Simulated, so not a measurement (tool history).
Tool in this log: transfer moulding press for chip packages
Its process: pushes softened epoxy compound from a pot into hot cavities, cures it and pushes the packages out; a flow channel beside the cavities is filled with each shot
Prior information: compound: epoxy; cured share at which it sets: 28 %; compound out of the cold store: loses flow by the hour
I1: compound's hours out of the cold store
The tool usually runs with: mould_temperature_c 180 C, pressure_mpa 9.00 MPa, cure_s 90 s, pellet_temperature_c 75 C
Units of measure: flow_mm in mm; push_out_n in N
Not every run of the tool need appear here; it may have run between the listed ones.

run 1 hour=0.0 | mould_temperature_c=180 pressure_mpa=9.00 cure_s=90 pellet_temperature_c=75 | I1=45.4 | flow_mm=526 push_out_n=280
-- hour=28.1 cavities cleaned with cleaning compound and waxed
run 2 hour=36.8 | mould_temperature_c=180 pressure_mpa=9.00 cure_s=90 pellet_temperature_c=75 | I1=42.7 | flow_mm=541 push_out_n=287
run 3 hour=55.2 | mould_temperature_c=180 pressure_mpa=9.00 cure_s=90 pellet_temperature_c=75 | I1=45.9 | flow_mm=525 push_out_n=296
run 4 hour=96.2 | mould_temperature_c=180 pressure_mpa=9.00 cure_s=90 pellet_temperature_c=75 | I1=41.0 | flow_mm=547 push_out_n=293
-- hour=131.6 cavities cleaned with cleaning compound and waxed
run 5 hour=135.3 | mould_temperature_c=186 pressure_mpa=9.00 cure_s=90 pellet_temperature_c=75 | I1=38.9 | flow_mm=542 push_out_n=221
run 6 hour=151.8 | mould_temperature_c=186 pressure_mpa=9.00 cure_s=90 pellet_temperature_c=75 | I1=34.0 | flow_mm=564 push_out_n=237
run 7 hour=169.0 | mould_temperature_c=186 pressure_mpa=9.00 cure_s=90 pellet_temperature_c=75 | I1=19.2 | flow_mm=625 push_out_n=250
run 8 hour=205.0 | mould_temperature_c=186 pressure_mpa=9.00 cure_s=96 pellet_temperature_c=75 | I1=25.7 | flow_mm=594 push_out_n=218
run 9 hour=232.0 | mould_temperature_c=186 pressure_mpa=9.00 cure_s=96 pellet_temperature_c=75 | I1=17.1 | flow_mm=634 push_out_n=226
-- hour=236.5 cavities cleaned with cleaning compound and waxed
-- hour=256.8 mould's thermocouples calibrated
run 10 hour=257.7 | mould_temperature_c=186 pressure_mpa=9.00 cure_s=96 pellet_temperature_c=75 | I1=20.3 | flow_mm=618 push_out_n=218
run 11 hour=295.9 | mould_temperature_c=186 pressure_mpa=9.00 cure_s=96 pellet_temperature_c=75 | I1=13.9 | flow_mm=652 push_out_n=236
run 12 hour=314.9 | mould_temperature_c=186 pressure_mpa=9.00 cure_s=96 pellet_temperature_c=75 | I1=13.4 | flow_mm=646 push_out_n=236
run 13 hour=336.3 | mould_temperature_c=186 pressure_mpa=9.00 cure_s=96 pellet_temperature_c=75 | I1=35.5 | flow_mm=553 push_out_n=220
-- hour=343.4 cavities cleaned with cleaning compound and waxed
run 14 hour=371.4 | mould_temperature_c=186 pressure_mpa=9.00 cure_s=96 pellet_temperature_c=75 | I1=44.7 | flow_mm=516 push_out_n=214
run 15 hour=407.1 | mould_temperature_c=186 pressure_mpa=9.00 cure_s=96 pellet_temperature_c=75 | I1=14.7 | flow_mm=644 push_out_n=228
run 16 hour=442.3 | mould_temperature_c=185 pressure_mpa=9.00 cure_s=70 pellet_temperature_c=77 | I1=43.7 | flow_mm=524 push_out_n=394
-- hour=447.5 cavities cleaned with cleaning compound and waxed
run 17 hour=471.9 | mould_temperature_c=185 pressure_mpa=9.00 cure_s=70 pellet_temperature_c=77 | I1=46.9 | flow_mm=515 push_out_n=391
-- hour=513.2 plunger's sealing rings changed
run 18 hour=515.1 | mould_temperature_c=180 pressure_mpa=9.00 cure_s=87 pellet_temperature_c=75 | I1=27.1 | flow_mm=602 push_out_n=336
run 19 hour=550.6 | mould_temperature_c=180 pressure_mpa=9.00 cure_s=87 pellet_temperature_c=75 | I1=38.4 | flow_mm=558 push_out_n=314
-- hour=554.1 cavities cleaned with cleaning compound and waxed
run 20 hour=591.4 | mould_temperature_c=180 pressure_mpa=10.37 cure_s=90 pellet_temperature_c=85 | I1=29.1 | flow_mm=636 push_out_n=298
run 21 hour=626.7 | mould_temperature_c=180 pressure_mpa=10.37 cure_s=90 pellet_temperature_c=85 | I1=24.6 | flow_mm=657 push_out_n=307
-- hour=658.9 cavities cleaned with cleaning compound and waxed
run 22 hour=659.8 | mould_temperature_c=180 pressure_mpa=10.49 cure_s=90 pellet_temperature_c=81 | I1=39.1 | flow_mm=596 push_out_n=295
run 23 hour=679.4 | mould_temperature_c=180 pressure_mpa=9.00 cure_s=90 pellet_temperature_c=74 | I1=18.9 | flow_mm=639 push_out_n=322
run 24 hour=720.1 | mould_temperature_c=180 pressure_mpa=9.00 cure_s=90 pellet_temperature_c=74 | I1=10.9 | flow_mm=677 push_out_n=323
run 25 hour=752.3 | mould_temperature_c=172 pressure_mpa=9.00 cure_s=90 pellet_temperature_c=75 | I1=19.0 | flow_mm=666 push_out_n=555
-- hour=764.3 cavities cleaned with cleaning compound and waxed
run 26 hour=780.7 | mould_temperature_c=183 pressure_mpa=10.78 cure_s=90 pellet_temperature_c=75 | I1=30.3 | flow_mm=633 push_out_n=255
run 27 hour=809.2 | mould_temperature_c=180 pressure_mpa=9.00 cure_s=90 pellet_temperature_c=80 | I1=21.4 | flow_mm=625 push_out_n=299
run 28 hour=829.5 | mould_temperature_c=180 pressure_mpa=9.00 cure_s=90 pellet_temperature_c=80 | I1=39.5 | flow_mm=550 push_out_n=292

Alternative continuations, all from the tool just after run 28; predict every row:
run A hour=849.4 | mould_temperature_c=175 pressure_mpa=8.89 cure_s=75 pellet_temperature_c=80 | I1=21.1 | flow_mm=? push_out_n=?
run B hour=849.4 | mould_temperature_c=180 pressure_mpa=7.18 cure_s=91 pellet_temperature_c=85 | I1=42.4 | flow_mm=? push_out_n=?
run C hour=849.4 | mould_temperature_c=181 pressure_mpa=8.05 cure_s=80 pellet_temperature_c=75 | I1=42.1 | flow_mm=? push_out_n=?
run D hour=849.4 | mould_temperature_c=180 pressure_mpa=9.49 cure_s=102 pellet_temperature_c=71 | I1=30.1 | flow_mm=? push_out_n=?

run=A flow_mm=640 push_out_n=698
run=B flow_mm=478 push_out_n=288
run=C flow_mm=511 push_out_n=368
run=D flow_mm=609 push_out_n=259
The same runs, with their run-to-run variation unchanged, on a tool lacking any hidden condition would have given:
run=A flow_mm=640 push_out_n=688
run=B flow_mm=479 push_out_n=284
run=C flow_mm=512 push_out_n=362
run=D flow_mm=610 push_out_n=255
